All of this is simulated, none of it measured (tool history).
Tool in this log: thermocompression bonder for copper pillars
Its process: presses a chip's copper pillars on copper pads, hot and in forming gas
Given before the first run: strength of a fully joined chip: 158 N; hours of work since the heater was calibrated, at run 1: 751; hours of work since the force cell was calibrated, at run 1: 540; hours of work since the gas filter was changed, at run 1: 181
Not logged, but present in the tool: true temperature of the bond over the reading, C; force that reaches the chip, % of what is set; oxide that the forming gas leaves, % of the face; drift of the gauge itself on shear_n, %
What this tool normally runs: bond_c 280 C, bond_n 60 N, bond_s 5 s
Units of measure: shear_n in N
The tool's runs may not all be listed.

| run | hour | bond_c | bond_n | bond_s | hours of work since the heater was calibrated | hours of work since the force cell was calibrated | hours of work since the gas filter was changed | shear_n |
|---|---|---|---|---|---|---|---|---|
| 1 | 0.0 | 280 | 60 | 5 | 751 | 540 | 181 | 106.5 |
| 2 | 29.0 | 280 | 60 | 5 | 765 | 555 | 196 | 105.7 |
| 3 | 43.6 | 280 | 60 | 5 | 772 | 562 | 203 | 106.7 |
| 4 | 68.1 | 280 | 60 | 5 | 784 | 574 | 215 | 106.7 |
| 5 | 85.4 | 309 | 60 | 5 | 793 | 583 | 223 | 122.5 |
| 6 | 109.8 | 280 | 58 | 5 | 805 | 595 | 235 | 102.9 |
| 7 | 140.2 | 280 | 62 | 5 | 820 | 610 | 250 | 106.7 |
| 8 | 174.0 | 275 | 60 | 5 | 837 | 626 | 267 | 102.1 |
| 9 | 198.8 | 275 | 60 | 5 | 849 | 639 | 279 | 101.6 |
| 10 | 215.7 | 275 | 60 | 13 | 857 | 647 | 288 | 126.4 |
| 11 | 235.6 | 280 | 60 | 5 | 867 | 657 | 298 | 105.4 |
| 12 | 257.2 | 280 | 62 | 5 | 878 | 667 | 308 | 105.2 |
| 13 | 279.5 | 280 | 62 | 5 | 889 | 678 | 319 | 106.0 |
| 14 | 300.0 | 280 | 60 | 5 | 899 | 689 | 329 | 101.9 |
| 15 | 326.8 | 280 | 60 | 5 | 912 | 702 | 343 | 103.0 |
| 16 | 360.8 | 280 | 60 | 5 | 929 | 719 | 359 | 101.9 |
| 17 | 377.1 | 263 | 60 | 5 | 937 | 727 | 367 | 90.8 |
|  | 405.5 | forming gas filter changed |
| 18 | 407.4 | 263 | 60 | 5 | 952 | 741 | 1 | 97.1 |
| 19 | 422.3 | 263 | 60 | 5 | 959 | 749 | 8 | 97.9 |
| 20 | 448.1 | 280 | 60 | 14 | 972 | 761 | 21 | 132.4 |
| 21 | 475.4 | 276 | 41 | 14 | 985 | 775 | 35 | 116.0 |

Run 22, settings as shown, results not yet in. Your forecast:
| 22 | 501.3 | 273 | 48 | 11 | 998 | 788 | 47 | ? |

shear_n: 114.7 N
If the tool had no hidden condition, the same run with the same run-to-run variation would have returned shear_n 118.1 N.
